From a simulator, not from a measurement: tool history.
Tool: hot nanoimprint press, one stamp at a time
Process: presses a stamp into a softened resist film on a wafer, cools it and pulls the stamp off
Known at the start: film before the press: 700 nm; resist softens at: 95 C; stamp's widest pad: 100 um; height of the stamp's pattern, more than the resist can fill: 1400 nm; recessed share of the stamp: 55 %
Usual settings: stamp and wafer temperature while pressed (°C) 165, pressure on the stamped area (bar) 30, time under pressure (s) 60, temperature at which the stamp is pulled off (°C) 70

run	hour	stamp and wafer temperature while pressed (°C)	pressure on the stamped area (bar)	time under pressure (s)	temperature at which the stamp is pulled off (°C)	resist left under the stamp's widest pad (nm)	greatest force while the stamp is pulled off (N)
1	0	165	30	60	70	287.9	124
2	41.1	165	30	60	70	285.6	121
3	73.1	165	20.9	60	70	342	127
4	96.7	165	20.9	60	70	342.3	119
# hour 115.4: stamp cleaned and given a new release coat
5	124	165	30	60	70	288	128
6	149.4	165	30	60	70	290.9	126
7	173	162	30	60	70	322.3	131
8	200.1	165	30	84	70	251.5	122
9	234.1	165	30	84	70	253.6	126
# hour 245.6: plate thermocouple calibrated
10	262.1	161	35.7	32	72	389	126
# hour 290.6: stamp cleaned and given a new release coat
11	310.2	161	30	60	70	334.9	124
12	341.3	161	30	60	70	332.5	122

Forecast run 13:
13	364.4	161	30	60	70	?	?

{"run 13": {"resist left under the stamp's widest pad (nm)": 331.3, "greatest force while the stamp is pulled off (N)": 123}}
Without the tool's hidden state the same run would have given resist left under the stamp's widest pad (nm) 330.9, greatest force while the stamp is pulled off (N) 123.
